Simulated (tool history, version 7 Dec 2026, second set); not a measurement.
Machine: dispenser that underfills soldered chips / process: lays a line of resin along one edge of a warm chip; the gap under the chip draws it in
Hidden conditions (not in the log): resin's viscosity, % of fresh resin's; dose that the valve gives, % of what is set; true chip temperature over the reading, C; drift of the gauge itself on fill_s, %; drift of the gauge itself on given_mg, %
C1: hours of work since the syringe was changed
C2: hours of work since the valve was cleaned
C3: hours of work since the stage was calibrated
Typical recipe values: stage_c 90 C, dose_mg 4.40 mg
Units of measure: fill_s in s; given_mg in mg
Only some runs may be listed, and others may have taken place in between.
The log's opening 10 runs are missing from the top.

run 11 hour=41.5 | stage_c=97 dose_mg=4.40 | C1=4 C2=34 C3=30 | fill_s=19.5 given_mg=4.344
-- hour=44.9 new syringe of resin
run 12 hour=46.9 | stage_c=90 dose_mg=4.40 | C1=1 C2=37 C3=33 | fill_s=21.1 given_mg=4.334
run 13 hour=51.8 | stage_c=90 dose_mg=5.29 | C1=5 C2=41 C3=36 | fill_s=26.6 given_mg=5.191
-- hour=54.0 new syringe of resin
-- hour=56.8 dispensing valve cleaned and set on the balance
run 14 hour=57.7 | stage_c=90 dose_mg=5.29 | C1=2 C2=1 C3=39 | fill_s=21.0 given_mg=5.292
run 15 hour=63.1 | stage_c=90 dose_mg=5.03 | C1=5 C2=4 C3=43 | fill_s=27.5 given_mg=5.027
-- hour=64.1 new syringe of resin
run 16 hour=68.4 | stage_c=90 dose_mg=5.03 | C1=3 C2=8 C3=46 | fill_s=23.1 given_mg=5.008
-- hour=73.1 new syringe of resin
run 17 hour=74.2 | stage_c=90 dose_mg=5.03 | C1=1 C2=11 C3=50 | fill_s=19.6 given_mg=5.005
run 18 hour=78.0 | stage_c=86 dose_mg=4.59 | C1=3 C2=14 C3=52 | fill_s=27.5 given_mg=4.557

The next listed run, before its measurement:
-- hour=82.1 new syringe of resin
run 19 hour=83.7 | stage_c=101 dose_mg=3.99 | C1=1 C2=17 C3=56 | fill_s=? given_mg=?

{"run 19": {"fill_s": 14.0, "given_mg": 3.953}}
Had the tool carried no hidden state, the very same run would have given fill_s 12.8 s, given_mg 3.987 mg.

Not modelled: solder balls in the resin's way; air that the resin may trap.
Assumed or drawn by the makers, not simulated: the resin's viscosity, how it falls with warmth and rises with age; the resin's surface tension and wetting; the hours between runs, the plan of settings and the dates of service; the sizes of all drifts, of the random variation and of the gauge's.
